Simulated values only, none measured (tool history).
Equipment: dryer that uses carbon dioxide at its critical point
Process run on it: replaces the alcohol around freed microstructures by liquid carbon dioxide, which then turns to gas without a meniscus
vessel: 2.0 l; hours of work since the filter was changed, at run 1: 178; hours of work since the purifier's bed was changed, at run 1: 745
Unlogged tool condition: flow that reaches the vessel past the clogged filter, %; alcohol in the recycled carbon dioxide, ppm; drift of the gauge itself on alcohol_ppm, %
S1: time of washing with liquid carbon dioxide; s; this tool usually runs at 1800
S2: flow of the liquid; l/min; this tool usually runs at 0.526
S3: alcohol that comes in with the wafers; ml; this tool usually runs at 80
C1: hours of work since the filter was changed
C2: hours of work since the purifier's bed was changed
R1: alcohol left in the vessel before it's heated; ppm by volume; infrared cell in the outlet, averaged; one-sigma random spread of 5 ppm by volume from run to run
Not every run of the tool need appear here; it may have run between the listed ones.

| run | hour | S1 | S2 | S3 | C1 | C2 | R1 |
|---|---|---|---|---|---|---|---|
| 1 | 0.0 | 1800 | 0.526 | 80 | 178 | 745 | 154 |
| 2 | 20.8 | 1800 | 0.526 | 80 | 194 | 761 | 161 |
| 3 | 46.6 | 1800 | 0.526 | 80 | 215 | 782 | 159 |
| 4 | 61.1 | 1800 | 0.526 | 80 | 226 | 794 | 151 |
| 5 | 79.7 | 1800 | 0.526 | 80 | 241 | 808 | 161 |
| 6 | 97.4 | 1800 | 0.526 | 80 | 255 | 822 | 156 |
| 7 | 115.5 | 2100 | 0.526 | 80 | 270 | 837 | 135 |
| 8 | 138.1 | 2100 | 0.526 | 80 | 288 | 855 | 145 |
| 9 | 158.2 | 2100 | 0.526 | 80 | 304 | 871 | 141 |
| 10 | 177.7 | 1800 | 0.526 | 80 | 319 | 886 | 181 |
| 11 | 193.2 | 1800 | 0.526 | 80 | 331 | 899 | 178 |
| 12 | 204.7 | 2820 | 0.526 | 80 | 341 | 908 | 141 |
| 13 | 224.4 | 1920 | 0.526 | 80 | 356 | 924 | 177 |
| 14 | 249.2 | 1800 | 0.526 | 80 | 376 | 943 | 198 |
| 15 | 270.0 | 1800 | 0.526 | 64 | 393 | 960 | 183 |
| 16 | 280.9 | 1800 | 0.526 | 64 | 401 | 969 | 181 |
| 17 | 304.2 | 1800 | 0.526 | 64 | 420 | 987 | 178 |
| 18 | 327.6 | 1800 | 0.526 | 35 | 438 | 1006 | 180 |
| 19 | 352.2 | 1800 | 0.526 | 35 | 458 | 1025 | 166 |
| 20 | 370.1 | 1800 | 0.493 | 89 | 472 | 1040 | 238 |
| 21 | 383.0 | 1800 | 0.493 | 89 | 483 | 1050 | 248 |
| 22 | 406.6 | 1380 | 0.449 | 115 | 501 | 1069 | 833 |
| 23 | 424.2 | 2820 | 0.367 | 65 | 515 | 1083 | 181 |
| 24 | 436.0 | 1080 | 0.739 | 87 | 525 | 1092 | 322 |
| 25 | 449.4 | 2160 | 0.623 | 23 | 535 | 1103 | 173 |
| 26 | 465.8 | 2160 | 0.623 | 23 | 549 | 1116 | 176 |
| 27 | 479.1 | 2160 | 0.623 | 23 | 559 | 1126 | 180 |
|  | 482.2 | inlet filter changed |
| 28 | 496.5 | 1080 | 0.519 | 69 | 11 | 1139 | 700 |
| 29 | 521.3 | 1620 | 0.469 | 80 | 31 | 1159 | 303 |
|  | 535.5 | purifier's bed changed |
| 30 | 539.4 | 1620 | 0.469 | 80 | 43 | 3 | 136 |
| 31 | 552.3 | 1140 | 0.343 | 80 | 53 | 13 | 2060 |
| 32 | 570.9 | 2100 | 0.692 | 119 | 68 | 28 | 5 |
| 33 | 591.3 | 2340 | 0.526 | 37 | 84 | 44 | 12 |
| 34 | 606.5 | 2340 | 0.526 | 37 | 97 | 57 | 18 |
| 35 | 629.6 | 2340 | 0.526 | 47 | 115 | 75 | 18 |
| 36 | 651.7 | 2340 | 0.526 | 47 | 133 | 92 | 21 |

Each run again, without the hidden state but with its own random variation kept:
| run | R1 |
|---|---|
| 1 | 40 |
| 2 | 46 |
| 3 | 41 |
| 4 | 29 |
| 5 | 36 |
| 6 | 32 |
| 7 | 11 |
| 8 | 17 |
| 9 | 11 |
| 10 | 41 |
| 11 | 35 |
| 12 | 5 |
| 13 | 35 |
| 14 | 49 |
| 15 | 35 |
| 16 | 30 |
| 17 | 25 |
| 18 | 26 |
| 19 | 7 |
| 20 | 64 |
| 21 | 69 |
| 22 | 533 |
| 23 | 12 |
| 24 | 116 |
| 25 | 6 |
| 26 | 11 |
| 27 | 12 |
| 28 | 523 |
| 29 | 128 |
| 30 | 130 |
| 31 | 2018 |
| 32 | 0 |
| 33 | 4 |
| 34 | 9 |
| 35 | 6 |
| 36 | 6 |
